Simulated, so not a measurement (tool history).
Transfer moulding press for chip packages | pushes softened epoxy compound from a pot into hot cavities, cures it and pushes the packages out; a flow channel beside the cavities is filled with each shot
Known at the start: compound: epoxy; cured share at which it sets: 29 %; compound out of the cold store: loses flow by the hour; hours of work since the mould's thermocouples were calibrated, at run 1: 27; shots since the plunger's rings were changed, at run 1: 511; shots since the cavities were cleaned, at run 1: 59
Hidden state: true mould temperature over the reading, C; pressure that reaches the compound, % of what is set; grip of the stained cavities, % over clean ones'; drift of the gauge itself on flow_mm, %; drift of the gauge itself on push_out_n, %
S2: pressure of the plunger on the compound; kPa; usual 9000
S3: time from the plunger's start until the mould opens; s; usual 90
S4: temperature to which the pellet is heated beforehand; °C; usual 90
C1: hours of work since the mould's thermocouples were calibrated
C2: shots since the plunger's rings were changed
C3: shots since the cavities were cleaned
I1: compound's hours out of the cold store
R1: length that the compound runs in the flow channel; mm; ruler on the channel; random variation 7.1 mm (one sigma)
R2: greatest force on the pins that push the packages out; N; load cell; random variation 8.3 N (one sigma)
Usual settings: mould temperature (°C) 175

{"run": 1, "hour": 0.0, "mould temperature (°C)": 175, "S2": 9000, "S3": 90, "S4": 90, "C1": 27, "C2": 511, "C3": 59, "I1": 40.8, "R1": 886, "R2": 378}
{"run": 2, "hour": 29.3, "mould temperature (°C)": 175, "S2": 9000, "S3": 90, "S4": 90, "C1": 48, "C2": 892, "C3": 440, "I1": 20.9, "R1": 990, "R2": 496}
{"hour": 43.3, "done": "cavities cleaned with cleaning compound and waxed"}
{"run": 3, "hour": 53.7, "mould temperature (°C)": 175, "S2": 9000, "S3": 90, "S4": 90, "C1": 64, "C2": 1191, "C3": 136, "I1": 45.0, "R1": 844, "R2": 402}
{"run": 4, "hour": 74.9, "mould temperature (°C)": 175, "S2": 9000, "S3": 90, "S4": 90, "C1": 79, "C2": 1466, "C3": 411, "I1": 35.1, "R1": 892, "R2": 511}
{"hour": 92.5, "done": "cavities cleaned with cleaning compound and waxed"}
{"run": 5, "hour": 94.4, "mould temperature (°C)": 175, "S2": 9000, "S3": 90, "S4": 90, "C1": 92, "C2": 1700, "C3": 25, "I1": 35.6, "R1": 887, "R2": 381}
{"run": 6, "hour": 113.5, "mould temperature (°C)": 175, "S2": 9000, "S3": 90, "S4": 90, "C1": 105, "C2": 1948, "C3": 273, "I1": 8.9, "R1": 1041, "R2": 468}
{"run": 7, "hour": 125.8, "mould temperature (°C)": 175, "S2": 9000, "S3": 90, "S4": 90, "C1": 114, "C2": 2109, "C3": 434, "I1": 18.7, "R1": 968, "R2": 505}
{"hour": 142.0, "done": "cavities cleaned with cleaning compound and waxed"}
{"run": 8, "hour": 152.2, "mould temperature (°C)": 175, "S2": 9000, "S3": 90, "S4": 90, "C1": 131, "C2": 2432, "C3": 132, "I1": 47.4, "R1": 817, "R2": 405}
{"run": 9, "hour": 172.9, "mould temperature (°C)": 175, "S2": 9000, "S3": 90, "S4": 84, "C1": 145, "C2": 2701, "C3": 401, "I1": 35.2, "R1": 866, "R2": 483}
{"hour": 191.2, "done": "cavities cleaned with cleaning compound and waxed"}
{"run": 10, "hour": 197.8, "mould temperature (°C)": 175, "S2": 9000, "S3": 90, "S4": 84, "C1": 162, "C2": 3006, "C3": 86, "I1": 14.6, "R1": 972, "R2": 419}
{"run": 11, "hour": 219.2, "mould temperature (°C)": 175, "S2": 9000, "S3": 90, "S4": 84, "C1": 177, "C2": 3284, "C3": 364, "I1": 28.4, "R1": 913, "R2": 490}
{"run": 12, "hour": 232.8, "mould temperature (°C)": 175, "S2": 9480, "S3": 98, "S4": 86, "C1": 186, "C2": 3461, "C3": 541, "I1": 18.6, "R1": 974, "R2": 469}
{"hour": 240.9, "done": "cavities cleaned with cleaning compound and waxed"}
{"run": 13, "hour": 247.9, "mould temperature (°C)": 175, "S2": 9000, "S3": 90, "S4": 89, "C1": 196, "C2": 3637, "C3": 90, "I1": 14.3, "R1": 978, "R2": 410}
{"run": 14, "hour": 274.7, "mould temperature (°C)": 175, "S2": 9000, "S3": 90, "S4": 89, "C1": 215, "C2": 3987, "C3": 440, "I1": 31.8, "R1": 859, "R2": 513}

Forecast each of these 5 alternatives for the next run:
{"hour": 288.9, "done": "cavities cleaned with cleaning compound and waxed"}
{"run": "A", "hour": 288.9, "mould temperature (°C)": 169, "S2": 10790, "S3": 90, "S4": 93, "C1": 224, "C2": 4152, "C3": 0, "I1": 11.3, "R1": "?", "R2": "?"}
{"hour": 288.9, "done": "cavities cleaned with cleaning compound and waxed"}
{"run": "B", "hour": 288.9, "mould temperature (°C)": 176, "S2": 9000, "S3": 90, "S4": 89, "C1": 224, "C2": 4152, "C3": 0, "I1": 45.0, "R1": "?", "R2": "?"}
{"hour": 288.9, "done": "cavities cleaned with cleaning compound and waxed"}
{"run": "C", "hour": 288.9, "mould temperature (°C)": 178, "S2": 9430, "S3": 125, "S4": 89, "C1": 224, "C2": 4152, "C3": 0, "I1": 36.6, "R1": "?", "R2": "?"}
{"hour": 288.9, "done": "cavities cleaned with cleaning compound and waxed"}
{"run": "D", "hour": 288.9, "mould temperature (°C)": 175, "S2": 10670, "S3": 90, "S4": 89, "C1": 224, "C2": 4152, "C3": 0, "I1": 14.2, "R1": "?", "R2": "?"}
{"hour": 288.9, "done": "cavities cleaned with cleaning compound and waxed"}
{"run": "E", "hour": 288.9, "mould temperature (°C)": 175, "S2": 8250, "S3": 90, "S4": 90, "C1": 224, "C2": 4152, "C3": 0, "I1": 20.9, "R1": "?", "R2": "?"}

run=A R1=1101 R2=524
run=B R1=808 R2=347
run=C R1=852 R2=300
run=D R1=1050 R2=369
run=E R1=893 R2=373
Without the tool's hidden state the same runs would have given:
run=A R1=1187 R2=529
run=B R1=871 R2=344
run=C R1=918 R2=294
run=D R1=1132 R2=369
run=E R1=962 R2=372
